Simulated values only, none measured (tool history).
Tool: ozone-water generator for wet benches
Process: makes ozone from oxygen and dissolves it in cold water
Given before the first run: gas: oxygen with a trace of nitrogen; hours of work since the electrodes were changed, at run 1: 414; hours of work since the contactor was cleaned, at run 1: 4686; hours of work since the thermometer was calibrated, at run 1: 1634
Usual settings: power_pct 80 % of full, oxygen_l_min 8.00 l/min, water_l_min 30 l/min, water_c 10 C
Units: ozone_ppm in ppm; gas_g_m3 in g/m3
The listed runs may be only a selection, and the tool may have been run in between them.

run,hour,power_pct,oxygen_l_min,water_l_min,water_c,hours of work since the electrodes were changed,hours of work since the contactor was cleaned,hours of work since the thermometer was calibrated,ozone_ppm,gas_g_m3
1,0.0,80,8.00,30,10,414,4686,1634,39.8,290.4
2,26.1,80,8.00,30,10,431,4703,1652,39.9,286.7
3,54.0,80,8.00,30,10,450,4722,1670,39.5,289.4
4,86.9,80,8.00,30,10,472,4744,1692,40.1,288.2
5,108.5,80,8.00,30,10,486,4758,1707,39.9,286.5
6,124.0,80,8.00,30,10,497,4768,1717,39.7,287.7
7,146.5,80,8.00,30,10,512,4783,1732,39.9,287.2
8,167.1,80,8.00,30,10,525,4797,1746,39.5,284.8
9,191.7,80,8.00,30,10,542,4813,1762,39.7,285.4
10,217.5,80,8.00,30,10,559,4831,1779,39.8,286.7
11,236.8,80,8.00,30,10,572,4844,1792,39.9,287.6
12,257.6,80,8.00,30,10,586,4857,1806,39.9,285.2
13,282.1,80,8.00,30,10,602,4874,1823,39.9,286.1
14,304.4,80,8.00,30,10,617,4889,1837,40.0,284.6
15,336.4,80,8.00,44,10,638,4910,1859,28.8,282.1
16,357.6,80,5.36,30,10,652,4924,1873,36.6,338.8
17,380.9,48,8.00,30,10,668,4940,1888,24.8,178.4
18,399.3,48,8.00,30,10,680,4952,1901,25.1,178.1
19,422.9,58,7.70,34,14,696,4968,1916,25.4,216.3
20,454.4,71,7.81,34,9,717,4989,1937,32.4,258.5
21,480.9,45,8.00,30,10,735,5006,1955,23.4,168.8
22,512.3,45,8.00,30,10,756,5027,1976,23.7,167.0
23,546.0,85,8.00,30,5,778,5050,1999,44.7,304.8
24,569.1,85,9.33,44,5,794,5065,2014,32.9,284.6
25,593.4,85,9.33,44,5,810,5082,2030,33.2,283.8
26,609.8,95,4.26,30,9,821,5092,2041,40.4,442.9
27,623.8,95,4.26,30,9,830,5102,2050,40.4,442.8
28,640.8,80,8.00,30,7,841,5113,2062,41.5,284.1
29,664.0,80,8.00,45,7,857,5129,2077,29.2,285.7
30,694.9,80,8.00,45,7,877,5149,2098,28.9,286.7
31,714.8,42,4.26,34,5,891,5162,2111,17.3,207.6
32,742.0,62,7.41,30,10,909,5181,2129,31.0,235.3
33,774.4,80,8.00,44,16,930,5202,2151,27.1,285.4

Branching from run 33: 3 alternative next runs. What would each branch give?
A,807.4,43,5.88,21,16,952,5224,2173,?,?
B,807.4,50,8.00,44,16,952,5224,2173,?,?
C,807.4,69,8.00,44,16,952,5224,2173,?,?

run,ozone_ppm,gas_g_m3
A,25.9,182.4
B,17.3,186.6
C,23.4,252.8
Had the tool no hidden state, the same runs would have come out as:
run,ozone_ppm,gas_g_m3
A,25.9,182.4
B,17.4,186.6
C,23.5,252.9
